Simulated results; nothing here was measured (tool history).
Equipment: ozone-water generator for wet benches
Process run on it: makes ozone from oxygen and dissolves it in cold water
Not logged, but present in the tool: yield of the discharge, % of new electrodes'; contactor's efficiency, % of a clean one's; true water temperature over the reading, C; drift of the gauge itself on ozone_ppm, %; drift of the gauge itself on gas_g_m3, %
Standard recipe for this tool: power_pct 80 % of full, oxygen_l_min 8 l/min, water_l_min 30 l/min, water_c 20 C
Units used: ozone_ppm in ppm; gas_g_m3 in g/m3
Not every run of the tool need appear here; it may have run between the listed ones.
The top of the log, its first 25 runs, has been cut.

run,hour,power_pct,oxygen_l_min,water_l_min,water_c,hours of work since the electrodes were changed,hours of work since the contactor was cleaned,hours of work since the thermometer was calibrated,ozone_ppm,gas_g_m3
26,2870.1,62,8,29,20,2979,910,1320,22.5,198.6
27,3041.1,62,8,29,20,3082,1013,1423,22.6,199.7
28,3167.5,62,9.09,31,20,3158,1090,1500,21.4,190
29,3313.1,80,14.31,20,20,3246,1177,1587,34,190.9
30,3435.9,58,9.53,34,25,3320,1251,1661,17.7,175
31,3597.9,58,9.53,34,25,3417,1349,1759,17.8,174.8
32,3711.3,58,9.53,34,22,3486,1417,1827,18.5,173.7
33,3827.8,58,9.46,34,22,3556,1488,1898,18.2,175
34,3898.7,80,6.34,30,22,3599,1530,1940,24,260.4

Consider 3 possible next runs. They are alternatives, not a sequence: every one starts from the tool as it was left by run 34. What does each give?
A,3989.8,73,6.34,43,17,3654,1585,1995,?,?
B,3989.8,80,7.55,43,22,3654,1585,1995,?,?
C,3989.8,80,5.81,30,20,3654,1585,1995,?,?

run,ozone_ppm,gas_g_m3
A,17.4,241.4
B,18.6,241
C,23.9,266.4
Had the tool no hidden state, the same runs would have come out as:
run,ozone_ppm,gas_g_m3
A,20.6,281.6
B,22.3,284.1
C,28.6,314
